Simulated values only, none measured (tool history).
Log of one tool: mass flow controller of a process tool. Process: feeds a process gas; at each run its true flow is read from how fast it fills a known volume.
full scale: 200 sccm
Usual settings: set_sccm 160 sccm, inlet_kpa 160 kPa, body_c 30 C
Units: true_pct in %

{"run": 1, "hour": 0.0, "set_sccm": 160, "inlet_kpa": 160, "body_c": 30, "true_pct": 99.67}
{"run": 2, "hour": 103.7, "set_sccm": 160, "inlet_kpa": 160, "body_c": 34, "true_pct": 99.88}
{"run": 3, "hour": 208.1, "set_sccm": 160, "inlet_kpa": 160, "body_c": 34, "true_pct": 99.96}
{"run": 4, "hour": 365.3, "set_sccm": 160, "inlet_kpa": 160, "body_c": 30, "true_pct": 99.65}
{"run": 5, "hour": 443.7, "set_sccm": 160, "inlet_kpa": 231, "body_c": 30, "true_pct": 99.97}
{"run": 6, "hour": 516.6, "set_sccm": 160, "inlet_kpa": 231, "body_c": 30, "true_pct": 99.92}
{"run": 7, "hour": 641.5, "set_sccm": 160, "inlet_kpa": 160, "body_c": 30, "true_pct": 99.74}
{"run": 8, "hour": 740.9, "set_sccm": 160, "inlet_kpa": 160, "body_c": 30, "true_pct": 99.64}
{"run": 9, "hour": 898.4, "set_sccm": 160, "inlet_kpa": 160, "body_c": 30, "true_pct": 99.74}
{"run": 10, "hour": 1035.4, "set_sccm": 160, "inlet_kpa": 160, "body_c": 30, "true_pct": 99.6}
{"run": 11, "hour": 1106.2, "set_sccm": 160, "inlet_kpa": 160, "body_c": 30, "true_pct": 99.73}
{"run": 12, "hour": 1187.6, "set_sccm": 160, "inlet_kpa": 165, "body_c": 30, "true_pct": 99.67}
{"run": 13, "hour": 1261.9, "set_sccm": 160, "inlet_kpa": 160, "body_c": 30, "true_pct": 99.79}
{"run": 14, "hour": 1378.0, "set_sccm": 160, "inlet_kpa": 160, "body_c": 23, "true_pct": 99.27}
{"run": 15, "hour": 1479.4, "set_sccm": 160, "inlet_kpa": 160, "body_c": 30, "true_pct": 99.76}
{"run": 16, "hour": 1603.8, "set_sccm": 130, "inlet_kpa": 160, "body_c": 30, "true_pct": 99.41}
{"run": 17, "hour": 1695.0, "set_sccm": 160, "inlet_kpa": 160, "body_c": 36, "true_pct": 100.14}
{"run": 18, "hour": 1838.7, "set_sccm": 61, "inlet_kpa": 160, "body_c": 30, "true_pct": 98.59}
{"run": 19, "hour": 1955.5, "set_sccm": 61, "inlet_kpa": 160, "body_c": 33, "true_pct": 98.78}
{"run": 20, "hour": 2051.2, "set_sccm": 61, "inlet_kpa": 160, "body_c": 33, "true_pct": 98.63}
{"run": 21, "hour": 2149.3, "set_sccm": 61, "inlet_kpa": 160, "body_c": 33, "true_pct": 98.7}
{"run": 22, "hour": 2242.7, "set_sccm": 160, "inlet_kpa": 160, "body_c": 38, "true_pct": 100.29}
{"run": 23, "hour": 2323.7, "set_sccm": 160, "inlet_kpa": 160, "body_c": 38, "true_pct": 100.21}
{"run": 24, "hour": 2454.8, "set_sccm": 66, "inlet_kpa": 160, "body_c": 38, "true_pct": 99.23}
{"run": 25, "hour": 2590.6, "set_sccm": 29, "inlet_kpa": 160, "body_c": 22, "true_pct": 97.5}
{"run": 26, "hour": 2711.9, "set_sccm": 69, "inlet_kpa": 160, "body_c": 36, "true_pct": 98.97}
{"run": 27, "hour": 2875.8, "set_sccm": 69, "inlet_kpa": 160, "body_c": 36, "true_pct": 99.03}
{"run": 28, "hour": 2998.4, "set_sccm": 69, "inlet_kpa": 160, "body_c": 36, "true_pct": 99.03}
{"run": 29, "hour": 3073.1, "set_sccm": 89, "inlet_kpa": 276, "body_c": 28, "true_pct": 99.01}
{"run": 30, "hour": 3168.6, "set_sccm": 86, "inlet_kpa": 242, "body_c": 29, "true_pct": 98.93}
{"run": 31, "hour": 3265.2, "set_sccm": 35, "inlet_kpa": 169, "body_c": 34, "true_pct": 98.45}
{"run": 32, "hour": 3416.4, "set_sccm": 160, "inlet_kpa": 158, "body_c": 30, "true_pct": 99.62}
{"run": 33, "hour": 3530.2, "set_sccm": 36, "inlet_kpa": 264, "body_c": 36, "true_pct": 98.89}
{"run": 34, "hour": 3681.5, "set_sccm": 36, "inlet_kpa": 264, "body_c": 29, "true_pct": 98.31}
{"run": 35, "hour": 3811.9, "set_sccm": 160, "inlet_kpa": 160, "body_c": 24, "true_pct": 99.4}
{"run": 36, "hour": 3912.0, "set_sccm": 100, "inlet_kpa": 160, "body_c": 23, "true_pct": 98.62}
{"run": 37, "hour": 4030.2, "set_sccm": 59, "inlet_kpa": 251, "body_c": 27, "true_pct": 98.55}
{"run": 38, "hour": 4112.2, "set_sccm": 146, "inlet_kpa": 145, "body_c": 33, "true_pct": 99.63}
{"run": 39, "hour": 4220.3, "set_sccm": 27, "inlet_kpa": 190, "body_c": 35, "true_pct": 98.43}
{"run": 40, "hour": 4303.0, "set_sccm": 36, "inlet_kpa": 169, "body_c": 31, "true_pct": 98.37}
{"run": 41, "hour": 4372.7, "set_sccm": 58, "inlet_kpa": 222, "body_c": 39, "true_pct": 99.33}
{"run": 42, "hour": 4520.8, "set_sccm": 58, "inlet_kpa": 222, "body_c": 39, "true_pct": 99.23}
{"run": 43, "hour": 4599.5, "set_sccm": 160, "inlet_kpa": 264, "body_c": 29, "true_pct": 99.95}
{"run": 44, "hour": 4755.9, "set_sccm": 160, "inlet_kpa": 175, "body_c": 32, "true_pct": 99.97}
{"run": 45, "hour": 4921.2, "set_sccm": 50, "inlet_kpa": 175, "body_c": 26, "true_pct": 98.13}
{"run": 46, "hour": 5032.1, "set_sccm": 54, "inlet_kpa": 175, "body_c": 28, "true_pct": 98.35}
{"hour": 5177.6, "done": "controller's zero set anew"}
{"run": 47, "hour": 5180.3, "set_sccm": 58, "inlet_kpa": 175, "body_c": 35, "true_pct": 99}
{"run": 48, "hour": 5351.2, "set_sccm": 160, "inlet_kpa": 160, "body_c": 36, "true_pct": 100.13}

Forecast each of these 3 alternatives for the next run:
{"run": "A", "hour": 5498.1, "set_sccm": 191, "inlet_kpa": 160, "body_c": 30, "true_pct": "?"}
{"run": "B", "hour": 5498.1, "set_sccm": 160, "inlet_kpa": 143, "body_c": 30, "true_pct": "?"}
{"run": "C", "hour": 5498.1, "set_sccm": 106, "inlet_kpa": 247, "body_c": 21, "true_pct": "?"}

run=A true_pct=100.26
run=B true_pct=99.66
run=C true_pct=98.79
Without the tool's hidden state the same runs would have given:
run=A true_pct=100.24
run=B true_pct=99.63
run=C true_pct=98.77
